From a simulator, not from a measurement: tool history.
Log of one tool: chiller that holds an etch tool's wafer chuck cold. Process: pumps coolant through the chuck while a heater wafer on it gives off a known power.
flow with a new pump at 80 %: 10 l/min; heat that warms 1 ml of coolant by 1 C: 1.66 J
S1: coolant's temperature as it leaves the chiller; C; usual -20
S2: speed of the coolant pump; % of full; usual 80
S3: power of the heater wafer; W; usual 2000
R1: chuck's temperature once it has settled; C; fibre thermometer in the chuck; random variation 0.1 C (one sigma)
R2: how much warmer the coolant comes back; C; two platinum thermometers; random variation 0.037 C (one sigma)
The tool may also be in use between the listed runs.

{"run": 1, "hour": 0.0, "S1": -20, "S2": 80, "S3": 2000, "R1": -5, "R2": 7.2}
{"run": 2, "hour": 32.5, "S1": -20, "S2": 80, "S3": 2000, "R1": -4.8, "R2": 7.22}
{"run": 3, "hour": 82.4, "S1": -20, "S2": 80, "S3": 2000, "R1": -5, "R2": 7.28}
{"run": 4, "hour": 108.5, "S1": -20, "S2": 80, "S3": 2000, "R1": -4.9, "R2": 7.25}
{"run": 5, "hour": 146.5, "S1": -16, "S2": 80, "S3": 2000, "R1": -0.9, "R2": 7.3}
{"run": 6, "hour": 190.5, "S1": -20, "S2": 80, "S3": 2000, "R1": -5, "R2": 7.3}
{"run": 7, "hour": 223.6, "S1": -11, "S2": 80, "S3": 2000, "R1": 4, "R2": 7.29}
{"run": 8, "hour": 277.5, "S1": -11, "S2": 95, "S3": 2000, "R1": 2.7, "R2": 6.18}
{"run": 9, "hour": 315.5, "S1": -11, "S2": 95, "S3": 2000, "R1": 2.4, "R2": 6.25}
{"run": 10, "hour": 361.5, "S1": -20, "S2": 80, "S3": 1271, "R1": -10.6, "R2": 4.82}
{"run": 11, "hour": 410.0, "S1": -20, "S2": 80, "S3": 2000, "R1": -5.1, "R2": 7.39}
{"run": 12, "hour": 464.9, "S1": -23, "S2": 80, "S3": 2000, "R1": -7.9, "R2": 7.31}
{"run": 13, "hour": 517.5, "S1": -14, "S2": 80, "S3": 2000, "R1": 1.1, "R2": 7.41}
{"run": 14, "hour": 553.0, "S1": -14, "S2": 80, "S3": 2000, "R1": 0.9, "R2": 7.46}
{"run": 15, "hour": 604.3, "S1": -20, "S2": 65, "S3": 2000, "R1": -3.1, "R2": 9.1}
{"run": 16, "hour": 633.9, "S1": -20, "S2": 65, "S3": 2000, "R1": -3, "R2": 9.14}
{"run": 17, "hour": 666.9, "S1": -10, "S2": 64, "S3": 2000, "R1": 7.2, "R2": 9.28}
{"run": 18, "hour": 715.7, "S1": -10, "S2": 64, "S3": 2086, "R1": 8, "R2": 9.69}
{"run": 19, "hour": 745.4, "S1": -11, "S2": 80, "S3": 2000, "R1": 3.9, "R2": 7.42}
{"run": 20, "hour": 769.7, "S1": -25, "S2": 80, "S3": 1829, "R1": -11.4, "R2": 6.9}
{"run": 21, "hour": 815.0, "S1": -20, "S2": 80, "S3": 1724, "R1": -7, "R2": 6.47}
{"run": 22, "hour": 870.1, "S1": -20, "S2": 65, "S3": 1287, "R1": -9.1, "R2": 6.08}
{"run": 23, "hour": 900.3, "S1": -24, "S2": 80, "S3": 2818, "R1": -2.9, "R2": 10.14}
{"run": 24, "hour": 930.5, "S1": -20, "S2": 65, "S3": 2000, "R1": -2.9, "R2": 8.94}
{"run": 25, "hour": 966.2, "S1": -20, "S2": 65, "S3": 2000, "R1": -2.9, "R2": 8.98}
{"run": 26, "hour": 998.0, "S1": -21, "S2": 80, "S3": 1238, "R1": -11.8, "R2": 4.51}
{"run": 27, "hour": 1037.2, "S1": -21, "S2": 80, "S3": 1238, "R1": -11.6, "R2": 4.55}
{"run": 28, "hour": 1062.5, "S1": -13, "S2": 80, "S3": 1238, "R1": -3.7, "R2": 4.51}
{"run": 29, "hour": 1111.7, "S1": -24, "S2": 80, "S3": 2000, "R1": -8.9, "R2": 7.33}
{"run": 30, "hour": 1134.5, "S1": -13, "S2": 99, "S3": 1416, "R1": -3.7, "R2": 4.2}
{"run": 31, "hour": 1162.3, "S1": -13, "S2": 99, "S3": 1416, "R1": -3.8, "R2": 4.27}

Taken out of this log: 1 entry between the listed runs. Where each belongs, and how the hidden state differs across it:
Between runs 22 and 23: gauge calibrated (hour 888.2)
  drift of the gauge itself on warmer_back_c, C: 0.28 -> 0
  measured less the result without the state, R2: +0.28 -> +0.02 C
